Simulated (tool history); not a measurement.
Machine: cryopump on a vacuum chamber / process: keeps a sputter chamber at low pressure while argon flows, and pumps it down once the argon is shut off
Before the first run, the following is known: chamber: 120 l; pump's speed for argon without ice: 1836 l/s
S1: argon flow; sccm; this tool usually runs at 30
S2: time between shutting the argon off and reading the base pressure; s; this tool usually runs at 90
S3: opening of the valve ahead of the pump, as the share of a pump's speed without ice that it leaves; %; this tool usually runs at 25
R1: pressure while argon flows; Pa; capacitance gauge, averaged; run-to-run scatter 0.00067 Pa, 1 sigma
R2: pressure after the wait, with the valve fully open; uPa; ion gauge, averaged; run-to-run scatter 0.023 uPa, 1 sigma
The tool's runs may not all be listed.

run 1 hour=0 | S1=30 S2=90 S3=25 | R1=0.113 R2=0.99
run 2 hour=23.8 | S1=30 S2=90 S3=25 | R1=0.1114 R2=1.03
run 3 hour=49.5 | S1=30 S2=90 S3=25 | R1=0.1139 R2=1.02
run 4 hour=69.6 | S1=30 S2=90 S3=25 | R1=0.1125 R2=1.07
run 5 hour=92.4 | S1=30 S2=90 S3=25 | R1=0.1129 R2=1.02
run 6 hour=121.3 | S1=30 S2=90 S3=25 | R1=0.1119 R2=0.98
run 7 hour=150.4 | S1=30 S2=22 S3=25 | R1=0.1133 R2=2.98
run 8 hour=177.5 | S1=30 S2=35 S3=25 | R1=0.1132 R2=2.09
run 9 hour=206.5 | S1=30 S2=35 S3=25 | R1=0.1139 R2=2.03
run 10 hour=219.4 | S1=30 S2=35 S3=25 | R1=0.1153 R2=2.05
run 11 hour=245.5 | S1=30 S2=35 S3=25 | R1=0.1145 R2=2.05
run 12 hour=264.3 | S1=30 S2=35 S3=25 | R1=0.1156 R2=2.04
run 13 hour=277.1 | S1=30 S2=35 S3=25 | R1=0.1153 R2=2.04
run 14 hour=290.8 | S1=30 S2=35 S3=25 | R1=0.1155 R2=2.01
run 15 hour=313.9 | S1=30 S2=35 S3=25 | R1=0.1169 R2=1.99
run 16 hour=332 | S1=30 S2=35 S3=25 | R1=0.115 R2=2.03
run 17 hour=359.5 | S1=15 S2=35 S3=25 | R1=0.0579 R2=2.04
run 18 hour=385.1 | S1=15 S2=35 S3=25 | R1=0.0585 R2=2.08
run 19 hour=414.8 | S1=12 S2=90 S3=45 | R1=0.0274 R2=1.04
run 20 hour=444.5 | S1=12 S2=90 S3=45 | R1=0.0285 R2=1.1
run 21 hour=465.7 | S1=43 S2=24 S3=21 | R1=0.1995 R2=2.86
run 22 hour=483.4 | S1=38 S2=60 S3=25 | R1=0.1484 R2=1.44
run 23 hour=506.9 | S1=42 S2=26 S3=17 | R1=0.237 R2=2.68
run 24 hour=524.1 | S1=42 S2=26 S3=17 | R1=0.2383 R2=2.68
run 25 hour=547.3 | S1=29 S2=24 S3=20 | R1=0.1423 R2=2.87
run 26 hour=559.9 | S1=29 S2=24 S3=20 | R1=0.1419 R2=2.86
run 27 hour=583.6 | S1=52 S2=90 S3=25 | R1=0.2076 R2=1.13
run 28 hour=600.8 | S1=52 S2=90 S3=25 | R1=0.2058 R2=1.15
run 29 hour=621.3 | S1=52 S2=90 S3=25 | R1=0.2076 R2=1.17
run 30 hour=634.4 | S1=49 S2=43 S3=23 | R1=0.2129 R2=1.84
run 31 hour=658.1 | S1=49 S2=43 S3=23 | R1=0.2133 R2=1.81
run 32 hour=681.2 | S1=33 S2=45 S3=30 | R1=0.1134 R2=1.8
run 33 hour=711 | S1=43 S2=90 S3=57 | R1=0.0862 R2=1.19

A few steps of R1 between consecutive runs. Split each: what settings, incoming material and random variation would produce without the hidden state, and what is left over for the hidden state, along with gauge scatter present in only one of the two compared results (measured, and without hidden state):
Hidden conditions of the tool in this case: pump's speed, % of a pump's without ice; cold plate's temperature, K; leak into the chamber, uPa l/s; drift of the gauge itself on working_pa, %; drift of the gauge itself on base_upa, %.
Run 20 -> 21: S1 12 -> 43, S2 90 -> 24, S3 45 -> 21. R1 +0.171 Pa: hidden state +0.0075, all else +0.1635.
Run 24 -> 25: S1 42 -> 29, S2 26 -> 24, S3 17 -> 20. R1 -0.096 Pa: hidden state -0.0032, all else -0.0928.
Run 26 -> 27: S1 29 -> 52, S2 24 -> 90, S3 20 -> 25. R1 +0.0657 Pa: hidden state +0.0073, all else +0.0584.
Run 31 -> 32: S1 49 -> 33, S2 43 -> 45, S3 23 -> 30. R1 -0.0999 Pa: hidden state -0.0049, all else -0.095.
